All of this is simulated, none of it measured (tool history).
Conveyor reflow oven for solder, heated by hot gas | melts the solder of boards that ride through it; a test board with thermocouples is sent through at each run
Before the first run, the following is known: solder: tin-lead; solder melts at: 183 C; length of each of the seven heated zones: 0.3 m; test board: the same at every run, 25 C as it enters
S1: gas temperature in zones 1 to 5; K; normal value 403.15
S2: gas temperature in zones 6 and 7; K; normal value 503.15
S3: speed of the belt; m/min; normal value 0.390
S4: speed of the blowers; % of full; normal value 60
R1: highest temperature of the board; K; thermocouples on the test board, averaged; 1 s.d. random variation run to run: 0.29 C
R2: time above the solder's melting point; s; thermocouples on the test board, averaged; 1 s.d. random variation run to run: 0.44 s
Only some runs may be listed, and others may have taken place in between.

{"run": 1, "hour": 0.0, "S1": 403.15, "S2": 503.15, "S3": 0.39, "S4": 60, "R1": 479.65, "R2": 51.6}
{"run": 2, "hour": 18.4, "S1": 403.15, "S2": 503.15, "S3": 0.39, "S4": 60, "R1": 479.35, "R2": 51.8}
{"run": 3, "hour": 38.6, "S1": 403.15, "S2": 503.15, "S3": 0.39, "S4": 62, "R1": 480.15, "R2": 52.1}
{"run": 4, "hour": 49.1, "S1": 398.15, "S2": 503.15, "S3": 0.39, "S4": 60, "R1": 478.45, "R2": 48.0}
{"run": 5, "hour": 65.9, "S1": 398.15, "S2": 503.15, "S3": 0.39, "S4": 60, "R1": 477.85, "R2": 47.6}
{"run": 6, "hour": 76.4, "S1": 398.15, "S2": 503.15, "S3": 0.39, "S4": 60, "R1": 477.75, "R2": 48.4}
{"run": 7, "hour": 87.8, "S1": 398.15, "S2": 503.15, "S3": 0.39, "S4": 60, "R1": 477.65, "R2": 47.1}
{"run": 8, "hour": 109.6, "S1": 403.15, "S2": 503.15, "S3": 0.397, "S4": 60, "R1": 478.35, "R2": 49.5}
{"run": 9, "hour": 121.5, "S1": 403.15, "S2": 503.15, "S3": 0.397, "S4": 60, "R1": 478.65, "R2": 49.3}
{"hour": 130.0, "done": "flux residue cleaned out of gas plates and filters"}
{"run": 10, "hour": 145.5, "S1": 403.15, "S2": 503.15, "S3": 0.39, "S4": 60, "R1": 478.85, "R2": 51.5}
{"run": 11, "hour": 158.9, "S1": 403.15, "S2": 503.15, "S3": 0.39, "S4": 60, "R1": 479.45, "R2": 51.8}
{"run": 12, "hour": 170.8, "S1": 403.15, "S2": 503.15, "S3": 0.39, "S4": 60, "R1": 479.05, "R2": 52.5}
{"run": 13, "hour": 185.0, "S1": 403.15, "S2": 503.15, "S3": 0.39, "S4": 60, "R1": 478.85, "R2": 51.5}
{"run": 14, "hour": 204.2, "S1": 403.15, "S2": 503.15, "S3": 0.39, "S4": 64, "R1": 480.75, "R2": 53.6}
{"run": 15, "hour": 218.7, "S1": 403.15, "S2": 503.15, "S3": 0.345, "S4": 60, "R1": 483.55, "R2": 66.7}
{"run": 16, "hour": 239.2, "S1": 403.15, "S2": 511.15, "S3": 0.342, "S4": 60, "R1": 490.25, "R2": 75.2}
{"run": 17, "hour": 249.7, "S1": 406.15, "S2": 503.15, "S3": 0.39, "S4": 80, "R1": 486.45, "R2": 63.8}
{"run": 18, "hour": 270.4, "S1": 390.15, "S2": 500.15, "S3": 0.339, "S4": 77, "R1": 484.95, "R2": 66.3}
{"run": 19, "hour": 292.3, "S1": 405.15, "S2": 503.15, "S3": 0.39, "S4": 60, "R1": 479.55, "R2": 52.8}
{"run": 20, "hour": 311.2, "S1": 403.15, "S2": 493.15, "S3": 0.366, "S4": 60, "R1": 473.75, "R2": 46.6}
{"run": 21, "hour": 320.3, "S1": 403.15, "S2": 503.15, "S3": 0.396, "S4": 79, "R1": 484.65, "R2": 60.5}
{"run": 22, "hour": 338.1, "S1": 403.15, "S2": 503.15, "S3": 0.396, "S4": 79, "R1": 485.75, "R2": 59.9}
{"run": 23, "hour": 348.2, "S1": 403.15, "S2": 503.15, "S3": 0.358, "S4": 58, "R1": 481.35, "R2": 60.9}
{"run": 24, "hour": 357.2, "S1": 403.15, "S2": 503.15, "S3": 0.358, "S4": 58, "R1": 481.85, "R2": 60.3}
{"run": 25, "hour": 378.9, "S1": 403.15, "S2": 514.15, "S3": 0.458, "S4": 60, "R1": 481.95, "R2": 44.3}
{"run": 26, "hour": 394.7, "S1": 409.15, "S2": 511.15, "S3": 0.408, "S4": 83, "R1": 493.15, "R2": 68.1}
{"run": 27, "hour": 415.3, "S1": 391.15, "S2": 496.15, "S3": 0.428, "S4": 60, "R1": 466.85, "R2": 25.0}
{"run": 28, "hour": 429.0, "S1": 403.15, "S2": 493.15, "S3": 0.419, "S4": 60, "R1": 468.55, "R2": 31.4}
{"run": 29, "hour": 441.7, "S1": 403.15, "S2": 493.15, "S3": 0.419, "S4": 89, "R1": 478.05, "R2": 48.6}

What if the next run were any one of these 4? Each begins from the tool's condition after run 29:
{"run": "A", "hour": 460.1, "S1": 403.15, "S2": 514.15, "S3": 0.419, "S4": 89, "R1": "?", "R2": "?"}
{"run": "B", "hour": 460.1, "S1": 409.15, "S2": 503.15, "S3": 0.39, "S4": 66, "R1": "?", "R2": "?"}
{"run": "C", "hour": 460.1, "S1": 403.15, "S2": 493.15, "S3": 0.374, "S4": 83, "R1": "?", "R2": "?"}
{"run": "D", "hour": 460.1, "S1": 414.15, "S2": 503.15, "S3": 0.39, "S4": 70, "R1": "?", "R2": "?"}

run=A R1=496.25 R2=66.1
run=B R1=483.15 R2=60.9
run=C R1=479.95 R2=57.4
run=D R1=485.05 R2=64.5
Without the tool's hidden state the same runs would have given:
run=A R1=496.35 R2=66.1
run=B R1=483.15 R2=61.0
run=C R1=480.05 R2=57.5
run=D R1=485.15 R2=64.6

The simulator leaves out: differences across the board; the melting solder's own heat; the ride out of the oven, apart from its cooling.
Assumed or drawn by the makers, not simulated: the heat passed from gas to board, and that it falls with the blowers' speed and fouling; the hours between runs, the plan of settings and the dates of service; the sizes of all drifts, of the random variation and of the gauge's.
